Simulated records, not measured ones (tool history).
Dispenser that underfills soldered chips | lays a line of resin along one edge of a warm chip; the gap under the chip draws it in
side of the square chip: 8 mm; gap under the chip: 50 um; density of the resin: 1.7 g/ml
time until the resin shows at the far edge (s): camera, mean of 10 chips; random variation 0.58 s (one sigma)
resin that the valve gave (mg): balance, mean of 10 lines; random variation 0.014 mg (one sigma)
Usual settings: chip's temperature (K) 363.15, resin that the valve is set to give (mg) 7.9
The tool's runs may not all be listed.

| run | hour | chip's temperature (K) | resin that the valve is set to give (mg) | time until the resin shows at the far edge (s) | resin that the valve gave (mg) |
|---|---|---|---|---|---|
| 1 | 0 | 363.15 | 7.9 | 71.2 | 7.69 |
|  | 5.1 | new syringe of resin |
| 2 | 5.7 | 376.15 | 7.9 | 28.7 | 7.68 |
| 3 | 13.5 | 371.15 | 7.9 | 49.4 | 7.67 |
|  | 18.8 | new syringe of resin |
| 4 | 20.3 | 363.15 | 7.9 | 52.6 | 7.62 |
|  | 23 | dispensing valve cleaned and set on the balance |
| 5 | 26.7 | 363.15 | 7.9 | 65.3 | 7.86 |
| 6 | 30.7 | 363.15 | 7.9 | 76.3 | 7.88 |
|  | 33.3 | new syringe of resin |
| 7 | 36.7 | 373.15 | 7.9 | 35.1 | 7.88 |
| 8 | 43.3 | 373.15 | 7.9 | 46.6 | 7.83 |
|  | 46.9 | new syringe of resin |
| 9 | 50.2 | 369.15 | 7.9 | 43.1 | 7.81 |
| 10 | 54 | 369.15 | 7.9 | 51.7 | 7.81 |
| 11 | 59.5 | 375.15 | 7.9 | 49.5 | 7.81 |
|  | 60.2 | new syringe of resin |
| 12 | 64.9 | 375.15 | 7.9 | 35.7 | 7.77 |
| 13 | 68.8 | 375.15 | 7.9 | 42 | 7.75 |
|  | 73.6 | new syringe of resin |
| 14 | 76.9 | 375.15 | 7.9 | 32.8 | 7.74 |
| 15 | 81.7 | 375.15 | 7.9 | 39.9 | 7.74 |
|  | 87.1 | new syringe of resin |
| 16 | 88.7 | 355.15 | 7.9 | 77.5 | 7.71 |
| 17 | 92.4 | 356.15 | 8.87 | 84.7 | 8.62 |
| 18 | 98.2 | 373.15 | 7.9 | 50.2 | 7.68 |
|  | 100.6 | new syringe of resin |
| 19 | 106.6 | 351.15 | 7.9 | 111.6 | 7.64 |
| 20 | 112.4 | 373.15 | 9.05 | 49.5 | 8.76 |
|  | 114 | new syringe of resin |
| 21 | 117.3 | 355.15 | 7.77 | 83.8 | 7.51 |
| 22 | 122.6 | 376.15 | 7.72 | 39.4 | 7.44 |
|  | 126.5 | dispensing valve cleaned and set on the balance |
|  | 128.4 | new syringe of resin |
| 23 | 132.1 | 372.15 | 10.3 | 37.4 | 10.32 |
| 24 | 136.9 | 367.15 | 6.79 | 61.8 | 6.77 |
|  | 141.9 | new syringe of resin |
| 25 | 142.8 | 357.15 | 7.75 | 64.1 | 7.75 |
| 26 | 147.6 | 355.15 | 7.98 | 87.8 | 7.93 |
|  | 155.3 | new syringe of resin |
| 27 | 155.5 | 354.15 | 8.98 | 75.7 | 8.87 |
| 28 | 163.3 | 372.15 | 8.56 | 46.1 | 8.48 |
|  | 168.9 | new syringe of resin |
| 29 | 171.9 | 363.15 | 7.74 | 54.6 | 7.62 |
| 30 | 176.3 | 368.15 | 7.79 | 54.5 | 7.68 |
| 31 | 180 | 360.15 | 7.42 | 90.1 | 7.29 |
|  | 182.5 | new syringe of resin |
| 32 | 186.7 | 360.15 | 7.42 | 68.2 | 7.28 |

5 ways to go on from here, each from the tool as it stands after run 32. What would each give?
| A | 194 | 363.15 | 7.27 | ? | ? |
| B | 194 | 354.15 | 7.25 | ? | ? |
| C | 194 | 357.15 | 10.21 | ? | ? |
| D | 194 | 374.15 | 6.74 | ? | ? |
| E | 194 | 369.15 | 7.89 | ? | ? |

| run | time until the resin shows at the far edge (s) | resin that the valve gave (mg) |
|---|---|---|
| A | 80.8 | 7.1 |
| B | 124 | 7.08 |
| C | 101.7 | 9.97 |
| D | 50.7 | 6.58 |
| E | 60.9 | 7.72 |
Without the tool's hidden state the same runs would have given:
| run | time until the resin shows at the far edge (s) | resin that the valve gave (mg) |
|---|---|---|
| A | 51 | 7.26 |
| B | 78.2 | 7.24 |
| C | 64.3 | 10.2 |
| D | 31.8 | 6.72 |
| E | 38.4 | 7.89 |
